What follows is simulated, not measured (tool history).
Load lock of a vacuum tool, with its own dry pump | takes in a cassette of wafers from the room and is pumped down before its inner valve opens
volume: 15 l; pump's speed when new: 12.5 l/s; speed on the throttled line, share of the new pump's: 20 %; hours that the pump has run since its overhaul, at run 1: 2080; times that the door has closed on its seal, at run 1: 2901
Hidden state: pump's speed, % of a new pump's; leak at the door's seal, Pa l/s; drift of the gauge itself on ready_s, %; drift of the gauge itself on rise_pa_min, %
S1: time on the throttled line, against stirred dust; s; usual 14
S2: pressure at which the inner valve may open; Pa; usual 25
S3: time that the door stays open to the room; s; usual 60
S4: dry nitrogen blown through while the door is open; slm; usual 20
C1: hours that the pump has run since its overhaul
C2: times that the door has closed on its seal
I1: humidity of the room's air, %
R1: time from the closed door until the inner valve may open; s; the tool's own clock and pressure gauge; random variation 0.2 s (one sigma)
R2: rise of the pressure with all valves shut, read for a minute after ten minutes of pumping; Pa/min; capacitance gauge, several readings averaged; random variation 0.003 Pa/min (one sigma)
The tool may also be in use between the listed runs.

{"run": 1, "day": 0.0, "S1": 14, "S2": 25, "S3": 60, "S4": 20, "C1": 2080, "C2": 2901, "I1": 44.3, "R1": 21.4, "R2": 0.024}
{"run": 2, "day": 13.862, "S1": 14, "S2": 25, "S3": 60, "S4": 20, "C1": 2413, "C2": 3365, "I1": 46.6, "R1": 21.4, "R2": 0.029}
{"run": 3, "day": 27.025, "S1": 14, "S2": 25, "S3": 60, "S4": 20, "C1": 2729, "C2": 3805, "I1": 46.5, "R1": 21.8, "R2": 0.031}
{"run": 4, "day": 41.688, "S1": 14, "S2": 25, "S3": 60, "S4": 20, "C1": 3081, "C2": 4296, "I1": 43.1, "R1": 21.4, "R2": 0.028}
{"run": 5, "day": 54.762, "S1": 14, "S2": 25, "S3": 60, "S4": 20, "C1": 3395, "C2": 4734, "I1": 46.2, "R1": 21.5, "R2": 0.027}
{"run": 6, "day": 71.896, "S1": 14, "S2": 25, "S3": 60, "S4": 20, "C1": 3806, "C2": 5307, "I1": 46.4, "R1": 21.4, "R2": 0.03}
{"run": 7, "day": 85.196, "S1": 14, "S2": 25, "S3": 60, "S4": 20, "C1": 4125, "C2": 5752, "I1": 45.0, "R1": 22.0, "R2": 0.035}
{"run": 8, "day": 99.042, "S1": 14, "S2": 25, "S3": 60, "S4": 20, "C1": 4457, "C2": 6216, "I1": 45.6, "R1": 21.4, "R2": 0.038}
{"run": 9, "day": 106.325, "S1": 15, "S2": 26, "S3": 60, "S4": 39, "C1": 4632, "C2": 6460, "I1": 43.7, "R1": 22.2, "R2": 0.026}
{"run": 10, "day": 116.858, "S1": 15, "S2": 26, "S3": 60, "S4": 39, "C1": 4885, "C2": 6812, "I1": 47.0, "R1": 22.5, "R2": 0.028}
{"run": 11, "day": 132.567, "S1": 15, "S2": 26, "S3": 60, "S4": 39, "C1": 5262, "C2": 7338, "I1": 44.5, "R1": 22.4, "R2": 0.028}

Forecast run 12:
{"run": 12, "day": 143.804, "S1": 8, "S2": 26, "S3": 152, "S4": 39, "C1": 5532, "C2": 7714, "I1": 43.5, "R1": "?", "R2": "?"}

Run 12 gave R1 16.9 s, R2 0.031 Pa/min.
Without the tool's hidden state the same run would have given R1 16.2 s, R2 0.023 Pa/min.

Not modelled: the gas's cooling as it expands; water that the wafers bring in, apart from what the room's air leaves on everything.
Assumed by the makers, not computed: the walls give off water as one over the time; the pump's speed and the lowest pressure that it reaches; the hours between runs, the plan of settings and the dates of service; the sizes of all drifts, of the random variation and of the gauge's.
